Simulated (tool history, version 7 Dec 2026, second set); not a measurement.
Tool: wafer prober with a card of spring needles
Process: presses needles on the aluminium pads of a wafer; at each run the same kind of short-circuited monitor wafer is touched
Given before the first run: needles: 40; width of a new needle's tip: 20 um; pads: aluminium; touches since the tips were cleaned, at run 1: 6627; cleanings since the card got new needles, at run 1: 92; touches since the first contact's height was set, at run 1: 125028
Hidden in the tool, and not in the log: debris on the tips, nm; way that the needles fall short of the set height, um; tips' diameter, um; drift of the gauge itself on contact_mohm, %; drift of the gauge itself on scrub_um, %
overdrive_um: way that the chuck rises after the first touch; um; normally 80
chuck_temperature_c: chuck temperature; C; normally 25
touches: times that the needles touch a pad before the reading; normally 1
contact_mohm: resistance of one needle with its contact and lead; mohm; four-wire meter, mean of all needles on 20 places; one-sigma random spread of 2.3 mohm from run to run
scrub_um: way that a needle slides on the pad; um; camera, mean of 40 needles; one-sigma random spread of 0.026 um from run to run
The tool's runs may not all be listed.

run,hour,overdrive_um,chuck_temperature_c,touches,touches since the tips were cleaned,cleanings since the card got new needles,touches since the first contact's height was set,contact_mohm,scrub_um
1,0.0,80,25,1,6627,92,125028,303,20.14
# hour 3.1: tips cleaned on abrasive film
# hour 18.8: tips cleaned on abrasive film
# hour 34.3: tips cleaned on abrasive film
2,43.2,80,25,1,4864,95,148672,294,20.03
# hour 51.9: tips cleaned on abrasive film
# hour 68.5: tips cleaned on abrasive film
3,79.9,80,25,1,6300,97,168842,299,20.03
# hour 83.9: tips cleaned on abrasive film
# hour 99.9: tips cleaned on abrasive film
# hour 115.1: tips cleaned on abrasive film
4,120.3,80,25,1,2907,100,190966,291,19.91
# hour 131.9: tips cleaned on abrasive film
# hour 148.7: tips cleaned on abrasive film
5,150.4,80,25,1,946,102,207449,276,19.91
# hour 164.1: tips cleaned on abrasive film
6,169.3,80,25,1,2907,103,217837,289,19.90
# hour 181.0: tips cleaned on abrasive film
7,193.8,80,25,1,7041,104,231264,302,19.84
# hour 195.9: tips cleaned on abrasive film
# hour 211.0: tips cleaned on abrasive film
8,214.6,80,25,1,1959,106,242632,282,19.84
# hour 222.6: height of the first contact set anew
# hour 226.3: tips cleaned on abrasive film
# hour 242.3: tips cleaned on abrasive film
9,242.4,80,25,1,97,108,10853,262,20.47
# hour 257.8: tips cleaned on abrasive film
10,270.1,73,25,1,6768,109,26051,305,18.63
# hour 273.0: tips cleaned on abrasive film
# hour 290.0: tips cleaned on abrasive film
11,302.4,73,25,1,6809,111,43763,311,18.51
# hour 306.2: tips cleaned on abrasive film
# hour 321.6: tips cleaned on abrasive film
# hour 337.9: tips cleaned on abrasive film
12,341.9,80,29,1,2169,114,65384,283,20.36
# hour 353.9: tips cleaned on abrasive film
13,368.0,80,29,1,7802,115,79743,305,20.27
# hour 371.5: tips cleaned on abrasive film
# hour 387.4: tips cleaned on abrasive film
14,400.5,80,80,1,7199,117,97539,312,20.21
# hour 403.2: tips cleaned on abrasive film
# hour 419.3: tips cleaned on abrasive film
15,423.1,80,80,1,2067,119,109908,290,20.23
# hour 436.5: tips cleaned on abrasive film
# hour 452.6: tips cleaned on abrasive film
16,452.6,80,80,1,0,121,126082,275,20.20
# hour 471.0: tips cleaned on abrasive film
# hour 488.2: tips cleaned on abrasive film
17,488.2,79,25,1,16,123,145606,262,19.89
# hour 505.0: tips cleaned on abrasive film
18,518.0,82,31,2,7166,124,161980,286,20.61
# hour 520.2: tips cleaned on abrasive film
# hour 536.7: tips cleaned on abrasive film
19,547.5,82,31,2,5950,126,178148,285,20.53
# hour 553.6: tips cleaned on abrasive film
# hour 571.8: tips cleaned on abrasive film
20,586.5,82,31,2,8087,128,199540,288,20.45
# hour 590.3: tips cleaned on abrasive film
# hour 607.5: tips cleaned on abrasive film
21,615.9,82,31,2,4674,130,215692,279,20.43
# hour 625.4: tips cleaned on abrasive film
# hour 641.4: tips cleaned on abrasive film
# hour 656.8: tips cleaned on abrasive film
22,656.8,72,112,1,0,133,238089,288,17.77
# hour 672.0: tips cleaned on abrasive film
# hour 672.3: height of the first contact set anew
# hour 688.3: tips cleaned on abrasive film
23,698.4,84,38,2,5559,135,14372,285,21.50
# hour 705.7: tips cleaned on abrasive film
# hour 721.7: tips cleaned on abrasive film
24,727.0,80,36,1,2898,137,30017,295,20.41
# hour 739.9: tips cleaned on abrasive film
# hour 755.0: tips cleaned on abrasive film
25,756.2,80,36,1,647,139,46025,271,20.36
# hour 770.6: tips cleaned on abrasive film
# hour 789.1: tips cleaned on abrasive film
26,795.7,80,36,1,3687,141,67731,296,20.29
# hour 805.0: tips cleaned on abrasive film
# hour 820.8: tips cleaned on abrasive film
27,820.8,67,27,1,0,143,81463,260,16.97
# hour 836.1: tips cleaned on abrasive film
28,848.7,67,94,1,6986,144,96787,342,16.92
# hour 853.4: tips cleaned on abrasive film
# hour 869.1: tips cleaned on abrasive film
# hour 885.1: tips cleaned on abrasive film
29,890.1,67,94,1,2751,147,119454,319,16.84
# hour 900.1: tips cleaned on abrasive film
# hour 915.9: tips cleaned on abrasive film
30,925.6,77,53,1,5355,149,138903,312,19.35
# hour 930.8: tips cleaned on abrasive film
# hour 946.2: tips cleaned on abrasive film
31,946.2,80,70,1,0,151,150151,276,20.06

Forecast each of these 3 alternatives for the next run:
# hour 963.8: tips cleaned on abrasive film
# hour 981.3: tips cleaned on abrasive film
A,984.5,80,70,3,1771,153,171182,?,?
# hour 963.8: tips cleaned on abrasive film
# hour 981.3: tips cleaned on abrasive film
B,984.5,61,25,2,1771,153,171182,?,?
# hour 963.8: tips cleaned on abrasive film
# hour 981.3: tips cleaned on abrasive film
C,984.5,69,27,2,1771,153,171182,?,?

run,contact_mohm,scrub_um
A,278,20.00
B,287,15.15
C,279,17.16
Had the tool no hidden state, the same runs would have come out as:
run,contact_mohm,scrub_um
A,268,20.47
B,260,15.63
C,258,17.63
